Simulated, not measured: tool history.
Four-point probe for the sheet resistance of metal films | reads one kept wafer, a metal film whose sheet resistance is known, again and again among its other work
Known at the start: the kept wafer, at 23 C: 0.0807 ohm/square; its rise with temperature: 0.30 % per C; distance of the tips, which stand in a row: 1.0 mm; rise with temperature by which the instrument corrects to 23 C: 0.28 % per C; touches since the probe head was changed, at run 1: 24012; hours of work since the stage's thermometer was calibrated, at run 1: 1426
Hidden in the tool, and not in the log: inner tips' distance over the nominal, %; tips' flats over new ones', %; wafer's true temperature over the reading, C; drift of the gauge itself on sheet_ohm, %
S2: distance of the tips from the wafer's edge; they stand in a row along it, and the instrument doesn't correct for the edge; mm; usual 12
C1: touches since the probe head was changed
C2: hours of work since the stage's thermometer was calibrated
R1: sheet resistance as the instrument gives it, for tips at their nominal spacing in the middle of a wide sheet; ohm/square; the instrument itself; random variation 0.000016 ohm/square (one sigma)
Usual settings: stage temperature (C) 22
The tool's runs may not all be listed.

Run 1, hour 0.0: usual settings; C1 24012; C2 1426. Result: R1 0.080951 ohm/square.
Run 2, hour 25.4: usual settings; C1 25086; C2 1438. Result: R1 0.080974 ohm/square.
Run 3, hour 53.5: usual settings but stage temperature (C) 33; C1 26275; C2 1451. Result: R1 0.081147 ohm/square.
Run 4, hour 74.6: usual settings but stage temperature (C) 33; C1 27167; C2 1461. Result: R1 0.081133 ohm/square.
Run 5, hour 104.9: usual settings but stage temperature (C) 33; C1 28448; C2 1475. Result: R1 0.081129 ohm/square.
Run 6, hour 136.0: usual settings but stage temperature (C) 33; C1 29763; C2 1490. Result: R1 0.081170 ohm/square.
Run 7, hour 170.8: usual settings but S2 50 mm; C1 31236; C2 1506. Result: R1 0.080703 ohm/square.
Run 8, hour 218.1: usual settings but S2 50 mm; C1 33239; C2 1529. Result: R1 0.080686 ohm/square.
Run 9, hour 268.9: usual settings but S2 48 mm; C1 35386; C2 1553. Result: R1 0.080717 ohm/square.
Run 10, hour 313.3: usual settings but S2 4 mm; C1 37265; C2 1574. Result: R1 0.083311 ohm/square.
Run 11, hour 335.7: usual settings; C1 38213; C2 1584. Result: R1 0.080985 ohm/square.
Run 12, hour 384.9: usual settings but S2 25 mm; C1 40292; C2 1607. Result: R1 0.080749 ohm/square.
At hour 389.5: stage's thermometer calibrated.
Run 13, hour 429.9: usual settings but S2 25 mm; C1 42178; C2 19. Result: R1 0.080734 ohm/square.
Run 14, hour 465.8: usual settings; C1 43695; C2 36. Result: R1 0.080965 ohm/square.
Run 15, hour 497.2: usual settings; C1 45024; C2 51. Result: R1 0.080996 ohm/square.
Run 16, hour 531.6: usual settings; C1 46479; C2 67. Result: R1 0.080963 ohm/square.
Run 17, hour 577.0: usual settings; C1 48398; C2 88. Result: R1 0.080997 ohm/square.
Run 18, hour 603.0: usual settings; C1 49500; C2 101. Result: R1 0.080962 ohm/square.
Run 19, hour 652.1: usual settings but S2 10 mm; C1 51576; C2 124. Result: R1 0.081137 ohm/square.
Run 20, hour 680.6: usual settings but S2 10 mm; C1 52782; C2 137. Result: R1 0.081131 ohm/square.
Run 21, hour 730.8: usual settings but S2 10 mm; C1 54903; C2 161. Result: R1 0.081135 ohm/square.
Run 22, hour 757.7: usual settings but stage temperature (C) 23; C1 56042; C2 174. Result: R1 0.080973 ohm/square.
Run 23, hour 788.7: usual settings but stage temperature (C) 23; C1 57354; C2 188. Result: R1 0.081010 ohm/square.
Run 24, hour 812.1: usual settings but stage temperature (C) 23; C1 58345; C2 199. Result: R1 0.081005 ohm/square.
Run 25, hour 857.6: usual settings but stage temperature (C) 20; C1 60270; C2 221. Result: R1 0.080973 ohm/square.
Run 26, hour 902.0: usual settings but stage temperature (C) 20; C1 62147; C2 242. Result: R1 0.080946 ohm/square.
Run 27, hour 941.0: usual settings but stage temperature (C) 20; C1 63797; C2 260. Result: R1 0.080960 ohm/square.
Run 28, hour 976.4: usual settings but stage temperature (C) 32, S2 45 mm; C1 65292; C2 277. Result: R1 0.080838 ohm/square.
Run 29, hour 999.7: usual settings but stage temperature (C) 30, S2 20 mm; C1 66281; C2 288. Result: R1 0.080959 ohm/square.
Run 30, hour 1026.4: usual settings but stage temperature (C) 30, S2 20 mm; C1 67409; C2 300. Result: R1 0.080918 ohm/square.
Run 31, hour 1052.1: usual settings but stage temperature (C) 24, S2 20 mm; C1 68497; C2 312. Result: R1 0.080846 ohm/square.
Run 32, hour 1098.8: usual settings but stage temperature (C) 24, S2 20 mm; C1 70474; C2 334. Result: R1 0.080839 ohm/square.
Run 33, hour 1141.6: usual settings but stage temperature (C) 24, S2 20 mm; C1 72281; C2 355. Result: R1 0.080834 ohm/square.
Run 34, hour 1167.0: usual settings but S2 30 mm; C1 73357; C2 367. Result: R1 0.080744 ohm/square.
Run 35, hour 1208.2: usual settings but stage temperature (C) 33, S2 16 mm; C1 75101; C2 386. Result: R1 0.081004 ohm/square.
Run 36, hour 1253.7: usual settings but stage temperature (C) 18, S2 3 mm; C1 77026; C2 407. Result: R1 0.085172 ohm/square.
Run 37, hour 1278.9: usual settings but stage temperature (C) 18, S2 16 mm; C1 78089; C2 419. Result: R1 0.080793 ohm/square.
Run 38, hour 1317.6: usual settings but S2 4 mm; C1 79726; C2 438. Result: R1 0.083330 ohm/square.
Run 39, hour 1361.3: usual settings but stage temperature (C) 34, S2 5 mm; C1 81576; C2 458. Result: R1 0.082508 ohm/square.
Run 40, hour 1389.3: usual settings but stage temperature (C) 34, S2 5 mm; C1 82759; C2 471. Result: R1 0.082551 ohm/square.
Run 41, hour 1412.6: usual settings but S2 4 mm; C1 83747; C2 482. Result: R1 0.083309 ohm/square.
Run 42, hour 1446.4: usual settings but stage temperature (C) 20, S2 5 mm; C1 85176; C2 498. Result: R1 0.082346 ohm/square.
Run 43, hour 1491.2: usual settings but stage temperature (C) 25; C1 87069; C2 519. Result: R1 0.081058 ohm/square.
Run 44, hour 1522.7: usual settings but stage temperature (C) 25; C1 88402; C2 534. Result: R1 0.081004 ohm/square.

3 ways to go on from here, each from the tool as it stands after run 44. What would each give?
Run A, hour 1555.7: usual settings but stage temperature (C) 26; C1 89801; C2 550. Result: R1 ?.
Run B, hour 1555.7: usual settings but stage temperature (C) 35, S2 3 mm; C1 89801; C2 550. Result: R1 ?.
Run C, hour 1555.7: usual settings but stage temperature (C) 20, S2 28 mm; C1 89801; C2 550. Result: R1 ?.

run        R1
  A  0.081044
  B  0.085407
  C  0.080713
Without the tool's hidden state the same runs would have given:
run        R1
  A  0.081047
  B  0.085410
  C  0.080716
